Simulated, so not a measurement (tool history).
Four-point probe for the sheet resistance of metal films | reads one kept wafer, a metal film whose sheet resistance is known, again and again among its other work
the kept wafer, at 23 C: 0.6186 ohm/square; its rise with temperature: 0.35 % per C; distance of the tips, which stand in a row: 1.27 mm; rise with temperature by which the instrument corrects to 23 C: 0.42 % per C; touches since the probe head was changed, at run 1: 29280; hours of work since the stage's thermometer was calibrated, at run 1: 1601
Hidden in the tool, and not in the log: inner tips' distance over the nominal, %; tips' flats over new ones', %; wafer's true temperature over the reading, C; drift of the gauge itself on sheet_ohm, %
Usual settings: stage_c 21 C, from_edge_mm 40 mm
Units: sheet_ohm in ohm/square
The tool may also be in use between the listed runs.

run,hour,stage_c,from_edge_mm,touches since the probe head was changed,hours of work since the stage's thermometer was calibrated,sheet_ohm
1,0.0,21,40,29280,1601,0.619840
2,28.5,21,40,29853,1614,0.619852
3,73.5,21,40,30755,1635,0.619857
4,121.4,21,40,31718,1658,0.619898
5,153.5,21,43,32362,1673,0.619985
6,198.1,21,43,33259,1693,0.619848
7,246.6,21,43,34233,1716,0.619791
8,298.3,21,43,35271,1740,0.619689
9,337.9,21,40,36067,1759,0.619845
# hour 358.0: stage's thermometer calibrated
10,406.7,21,40,37438,23,0.619864
11,461.0,21,40,38528,48,0.619939
12,501.9,18,20,39350,67,0.622150
13,532.9,18,3,39972,81,0.674960
14,584.7,32,8,41014,106,0.623388
15,627.4,32,8,41870,126,0.623322
16,692.8,25,5,43184,156,0.638409
17,730.1,25,5,43933,173,0.638672
18,776.9,25,12,44873,195,0.621505
19,811.2,25,12,45562,211,0.621605
20,869.7,20,12,46737,238,0.623787
21,937.7,18,64,48104,270,0.620967
22,973.6,31,40,48824,287,0.615766

4 ways to go on from here, each from the tool as it stands after run 22. What would each give?
A,1013.5,30,8,49625,306,?
B,1013.5,31,21,49625,306,?
C,1013.5,30,19,49625,306,?
D,1013.5,33,47,49625,306,?

run,sheet_ohm
A,0.623970
B,0.616399
C,0.617474
D,0.614829
Without the tool's hidden state the same runs would have given:
run,sheet_ohm
A,0.623901
B,0.616331
C,0.617406
D,0.614761

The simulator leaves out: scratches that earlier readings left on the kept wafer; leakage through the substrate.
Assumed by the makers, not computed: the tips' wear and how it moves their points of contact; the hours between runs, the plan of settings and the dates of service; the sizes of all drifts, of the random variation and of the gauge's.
